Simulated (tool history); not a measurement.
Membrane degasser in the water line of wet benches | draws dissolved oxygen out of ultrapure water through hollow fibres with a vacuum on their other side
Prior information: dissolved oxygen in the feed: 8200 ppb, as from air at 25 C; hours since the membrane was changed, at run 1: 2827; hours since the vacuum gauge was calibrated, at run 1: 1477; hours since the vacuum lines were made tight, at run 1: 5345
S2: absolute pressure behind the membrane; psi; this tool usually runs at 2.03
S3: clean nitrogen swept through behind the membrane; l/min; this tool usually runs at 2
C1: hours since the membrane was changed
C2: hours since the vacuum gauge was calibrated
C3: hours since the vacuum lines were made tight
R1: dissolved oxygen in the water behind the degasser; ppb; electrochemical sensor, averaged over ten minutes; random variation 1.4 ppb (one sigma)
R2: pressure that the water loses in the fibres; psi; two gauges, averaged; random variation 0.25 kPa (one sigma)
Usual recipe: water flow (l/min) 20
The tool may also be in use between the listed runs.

Run 1, day 0: usual settings; C1 2827; C2 1477; C3 5345. Result: R1 252.9 ppb, R2 9.776 psi.
Run 2, day 1.942: usual settings; C1 2873; C2 1523; C3 5391. Result: R1 255.5 ppb, R2 9.739 psi.
Run 3, day 3.733: usual settings; C1 2916; C2 1566; C3 5434. Result: R1 254.6 ppb, R2 9.816 psi.
Run 4, day 6.325: usual settings; C1 2978; C2 1628; C3 5497. Result: R1 253.6 ppb, R2 9.77 psi.
Run 5, day 8.321: usual settings; C1 3026; C2 1676; C3 5544. Result: R1 256.6 ppb, R2 9.696 psi.
Run 6, day 10.175: usual settings but water flow (l/min) 17; C1 3071; C2 1721; C3 5589. Result: R1 216.9 ppb, R2 8.292 psi.
Run 7, day 11.662: usual settings but S2 3.13 psi; C1 3107; C2 1757; C3 5625. Result: R1 423.7 ppb, R2 9.781 psi.
Run 8, day 14.233: usual settings but S2 3.13 psi; C1 3168; C2 1818; C3 5686. Result: R1 421 ppb, R2 9.839 psi.
Run 9, day 16.621: usual settings but S2 3.13 psi; C1 3226; C2 1876; C3 5744. Result: R1 427.2 ppb, R2 9.774 psi.
Run 10, day 19.475: usual settings but S2 3.13 psi; C1 3294; C2 1944; C3 5812. Result: R1 419.7 ppb, R2 9.738 psi.
Run 11, day 20.912: usual settings but S2 3.13 psi; C1 3329; C2 1979; C3 5847. Result: R1 422.5 ppb, R2 9.747 psi.
Run 12, day 23.892: usual settings but S2 3.13 psi; C1 3400; C2 2050; C3 5918. Result: R1 425.9 ppb, R2 9.806 psi.
Run 13, day 26.838: usual settings but S2 3.13 psi; C1 3471; C2 2121; C3 5989. Result: R1 424.7 ppb, R2 9.725 psi.
Run 14, day 30.188: usual settings but S2 3.13 psi; C1 3551; C2 2201; C3 6069. Result: R1 423.7 ppb, R2 9.704 psi.
Run 15, day 32.917: usual settings but S2 3.13 psi; C1 3617; C2 2267; C3 6135. Result: R1 424.2 ppb, R2 9.773 psi.
Run 16, day 36.25: usual settings but S2 3.13 psi; C1 3697; C2 2347; C3 6215. Result: R1 423 ppb, R2 9.78 psi.
Run 17, day 38.35: usual settings but water flow (l/min) 16, S2 2.61 psi, S3 1.81 l/min; C1 3747; C2 2397; C3 6265. Result: R1 308.3 ppb, R2 7.828 psi.
Run 18, day 39.971: usual settings but water flow (l/min) 14, S2 1.25 psi, S3 1.81 l/min; C1 3786; C2 2436; C3 6304. Result: R1 101.7 ppb, R2 6.85 psi.
Run 19, day 41.808: usual settings but water flow (l/min) 19, S2 1.25 psi, S3 1.02 l/min; C1 3830; C2 2480; C3 6348. Result: R1 225.9 ppb, R2 9.335 psi.
Run 20, day 43.217: usual settings but water flow (l/min) 19, S2 1.25 psi, S3 1.02 l/min; C1 3864; C2 2514; C3 6382. Result: R1 226 ppb, R2 9.294 psi.
Run 21, day 45.617: usual settings but water flow (l/min) 19, S2 2.18 psi, S3 1.02 l/min; C1 3922; C2 2572; C3 6440. Result: R1 475.7 ppb, R2 9.317 psi.
Run 22, day 47.033: usual settings but S2 1.74 psi, S3 1.29 l/min; C1 3955; C2 2606; C3 6474. Result: R1 308.9 ppb, R2 9.778 psi.
Run 23, day 48.567: usual settings but S2 1.74 psi, S3 1.29 l/min; C1 3992; C2 2642; C3 6510. Result: R1 309 ppb, R2 9.783 psi.
Run 24, day 50.575: usual settings but S2 1.74 psi, S3 1.29 l/min; C1 4040; C2 2690; C3 6558. Result: R1 308.8 ppb, R2 9.758 psi.
Run 25, day 53.917: usual settings but S2 1.74 psi, S3 1.29 l/min; C1 4121; C2 2771; C3 6639. Result: R1 305.8 ppb, R2 9.822 psi.
Run 26, day 55.333: usual settings but water flow (l/min) 13, S2 1.42 psi, S3 4 l/min; C1 4155; C2 2805; C3 6673. Result: R1 54.4 ppb, R2 6.321 psi.
Run 27, day 57.05: usual settings but water flow (l/min) 21, S2 1.58 psi, S3 4.3 l/min; C1 4196; C2 2846; C3 6714. Result: R1 96.8 ppb, R2 10.247 psi.
Run 28, day 59.288: usual settings but water flow (l/min) 30, S3 5.21 l/min; C1 4250; C2 2900; C3 6768. Result: R1 176.3 ppb, R2 14.555 psi.
Run 29, day 60.917: usual settings but water flow (l/min) 22, S2 4.67 psi, S3 1.18 l/min; C1 4289; C2 2939; C3 6807. Result: R1 1077.4 ppb, R2 10.77 psi.

Run 30 has not been measured yet. What should we expect?
Run 30, day 62.817: usual settings but water flow (l/min) 27, S3 1.53 l/min; C1 4334; C2 2984; C3 6852. Result: R1 ?, R2 ?.

R1: 434.6 ppb
R2: 13.209 psi
If the tool had no hidden condition, the same run with the same run-to-run variation would have returned R1 428.6 ppb, R2 13.036 psi.
